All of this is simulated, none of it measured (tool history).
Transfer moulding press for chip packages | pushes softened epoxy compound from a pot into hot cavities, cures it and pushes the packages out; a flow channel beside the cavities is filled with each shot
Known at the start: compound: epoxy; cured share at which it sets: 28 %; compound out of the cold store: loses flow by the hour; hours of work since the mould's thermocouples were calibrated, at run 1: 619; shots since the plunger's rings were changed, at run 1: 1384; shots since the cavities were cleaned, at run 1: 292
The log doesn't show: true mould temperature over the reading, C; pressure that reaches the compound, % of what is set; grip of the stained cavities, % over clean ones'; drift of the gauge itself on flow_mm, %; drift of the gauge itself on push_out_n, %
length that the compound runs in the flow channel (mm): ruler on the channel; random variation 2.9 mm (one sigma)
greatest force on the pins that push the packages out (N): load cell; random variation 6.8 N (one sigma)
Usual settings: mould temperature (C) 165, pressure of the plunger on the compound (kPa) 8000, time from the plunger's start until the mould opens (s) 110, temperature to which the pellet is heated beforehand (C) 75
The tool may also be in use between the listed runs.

run,day,mould temperature (C),pressure of the plunger on the compound (kPa),time from the plunger's start until the mould opens (s),temperature to which the pellet is heated beforehand (C),hours of work since the mould's thermocouples were calibrated,shots since the plunger's rings were changed,shots since the cavities were cleaned,incoming compound's hours out of the cold store,length that the compound runs in the flow channel (mm),greatest force on the pins that push the packages out (N)
1,0,165,8000,110,75,619,1384,292,8.2,666,474
# day 0.512: cavities cleaned with cleaning compound and waxed
2,1.279,173,8000,110,75,641,1789,255,20.1,589,523
# day 1.933: cavities cleaned with cleaning compound and waxed
3,2.529,173,8000,110,75,662,2184,198,11.5,628,378
# day 3.392: cavities cleaned with cleaning compound and waxed
4,4.308,173,8000,110,75,694,2757,306,16.9,604,397
# day 4.771: cavities cleaned with cleaning compound and waxed
5,6.046,173,8000,110,75,724,3315,426,42.5,500,436
# day 6.275: cavities cleaned with cleaning compound and waxed
6,6.938,173,8000,110,75,739,3591,222,16,600,382
# day 7.775: cavities cleaned with cleaning compound and waxed
7,8.85,173,8110,110,75,773,4206,358,8.6,634,434
# day 9.133: mould's thermocouples calibrated
# day 9.325: cavities cleaned with cleaning compound and waxed
# day 10.704: cavities cleaned with cleaning compound and waxed
8,10.704,173,8110,110,75,26,4755,0,8.1,637,236
# day 10.9: plunger's sealing rings changed
# day 11.542: cavities cleaned with cleaning compound and waxed, once more
9,12.15,173,8110,110,75,50,395,203,46.5,501,391
# day 12.933: cavities cleaned with cleaning compound and waxed
10,13.825,173,8110,110,75,79,933,297,34.2,542,414
# day 14.358: cavities cleaned with cleaning compound and waxed
11,15.492,165,8000,110,75,108,1467,377,30.8,564,499
# day 15.792: cavities cleaned with cleaning compound and waxed
# day 17.188: cavities cleaned with cleaning compound and waxed
12,17.225,165,8000,110,75,138,2002,12,40.6,528,269
# day 18.604: cavities cleaned with cleaning compound and waxed
13,18.779,165,8000,110,85,165,2499,58,18.7,608,320
# day 20.05: cavities cleaned with cleaning compound and waxed
14,20.438,165,8000,110,85,194,3031,130,46.4,496,365
# day 21.533: cavities cleaned with cleaning compound and waxed
15,21.817,165,8000,121,70,218,3470,95,23,589,328
# day 22.917: cavities cleaned with cleaning compound and waxed
16,23.171,159,9220,110,75,241,3899,84,14.3,685,508
# day 24.442: cavities cleaned with cleaning compound and waxed
17,24.55,165,8000,111,75,265,4337,35,15.1,618,305
# day 25.883: cavities cleaned with cleaning compound and waxed
# day 26.133: plunger's sealing rings changed
18,26.525,165,8970,110,77,298,130,179,46.9,532,380
# day 27.388: cavities cleaned with cleaning compound and waxed
19,27.9,161,8000,121,75,322,568,171,25.9,599,419
# day 28.829: cavities cleaned with cleaning compound and waxed
20,29.433,161,8000,121,75,349,1058,202,15.1,644,445
# day 30.288: cavities cleaned with cleaning compound and waxed
21,30.9,165,8000,110,69,375,1524,203,29.1,572,445
# day 31.742: cavities cleaned with cleaning compound and waxed
22,32.621,165,8370,110,69,405,2077,293,13.6,650,438
# day 33.188: cavities cleaned with cleaning compound and waxed
23,34.154,169,7100,110,82,432,2567,322,33.1,510,417
# day 34.604: cavities cleaned with cleaning compound and waxed
24,35.483,170,8000,110,76,455,2989,293,39,519,405
# day 36.038: cavities cleaned with cleaning compound and waxed
25,37.046,173,8010,144,84,482,3488,335,36.6,525,410
# day 37.442: cavities cleaned with cleaning compound and waxed
26,38.4,165,8000,110,75,505,3919,320,45,505,445
# day 38.85: cavities cleaned with cleaning compound and waxed
27,39.862,165,6560,110,82,531,4385,337,13.3,569,452

Some steps in length that the compound runs in the flow channel (mm) between neighbouring runs. How much of each would the tool show without its hidden state too (settings, what came in, random variation), and how much is left for the hidden state, with any gauge scatter that isn't in both results?
Run 8 -> 9: plunger's sealing rings changed, cavities cleaned with cleaning compound and waxed, once more. length that the compound runs in the flow channel (mm) -136: hidden state +20, all else -156.
Run 17 -> 18: pressure of the plunger on the compound (kPa) 8000 -> 8970, time from the plunger's start until the mould opens (s) 111 -> 110, temperature to which the pellet is heated beforehand (C) 75 -> 77, cavities cleaned with cleaning compound and waxed, plunger's sealing rings changed. length that the compound runs in the flow channel (mm) -86: hidden state +22, all else -108.
Run 22 -> 23: mould temperature (C) 165 -> 169, pressure of the plunger on the compound (kPa) 8370 -> 7100, temperature to which the pellet is heated beforehand (C) 69 -> 82, cavities cleaned with cleaning compound and waxed. length that the compound runs in the flow channel (mm) -140: hidden state +1, all else -141.
